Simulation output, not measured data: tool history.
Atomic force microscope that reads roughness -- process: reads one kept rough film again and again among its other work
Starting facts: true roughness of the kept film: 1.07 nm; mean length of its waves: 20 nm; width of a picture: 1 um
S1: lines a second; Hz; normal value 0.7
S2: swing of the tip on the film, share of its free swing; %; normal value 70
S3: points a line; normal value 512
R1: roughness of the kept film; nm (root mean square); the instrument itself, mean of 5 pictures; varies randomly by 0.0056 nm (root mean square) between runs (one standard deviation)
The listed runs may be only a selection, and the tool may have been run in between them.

run   hour     S1  S2   S3     R1
  1      0    0.7  70  512  0.963
  2   22.3  1.902  70  512  0.895
  3   52.9  1.902  70  512  0.874
  4   68.5  0.905  70  512  0.902
  5   92.9  0.905  70  512   0.89
  6  112.2  1.363  70  512  0.861
  7  130.6  1.363  70  512  0.847
       145  -- new tip fitted
  8  161.4  1.363  70  512  0.954
  9  185.3    0.7  70  576  0.957
 10  213.4    0.7  70  288  0.915
 11  232.3    0.7  70  467   0.92
 12  265.1    0.7  70  467  0.894
 13  285.7    0.7  70  467  0.894
 14  306.3    0.7  70  512   0.87
 15  321.6    0.7  68  512   0.86
     334.7  -- new tip fitted
 16  342.8  2.794  60  612   0.95
 17  373.9  1.135  58  512  0.953
 18    389  1.191  58  863   0.94
 19  411.6  2.294  75  512  0.856
 20  440.6  0.696  88  397  0.864
     443.8  -- height scale calibrated on a step standard
 21  455.5  0.696  88  397  0.854
 22  485.4  2.397  88  397  0.731
 23  509.3  3.507  82  348  0.706
       525  -- new tip fitted
 24  531.2  0.573  82  349  0.957
     552.9  -- height scale calibrated on a step standard, once more
 25  553.1  0.796  90  526  0.908
 26  583.1   3.43  70  300  0.837
 27  608.3  1.251  70  291  0.877
 28  622.2  1.251  70  284  0.865
 29  647.4  1.077  63  336  0.865
 30  677.8  0.709  70  371  0.861

Branching from run 30: 5 alternative next runs. What would each branch give?
  A  705.3  1.346  85  344   ?
  B  705.3   1.23  88  267   ?
  C  705.3  0.552  89  728   ?
  D  705.3  0.709  82  371   ?
  E  705.3  0.709  65  371   ?

run     R1
  A  0.779
  B  0.759
  C  0.827
  D  0.814
  E  0.842
Without the tool's unlogged condition, the same runs would have read:
run     R1
  A  0.905
  B   0.88
  C  0.961
  D  0.946
  E  0.978
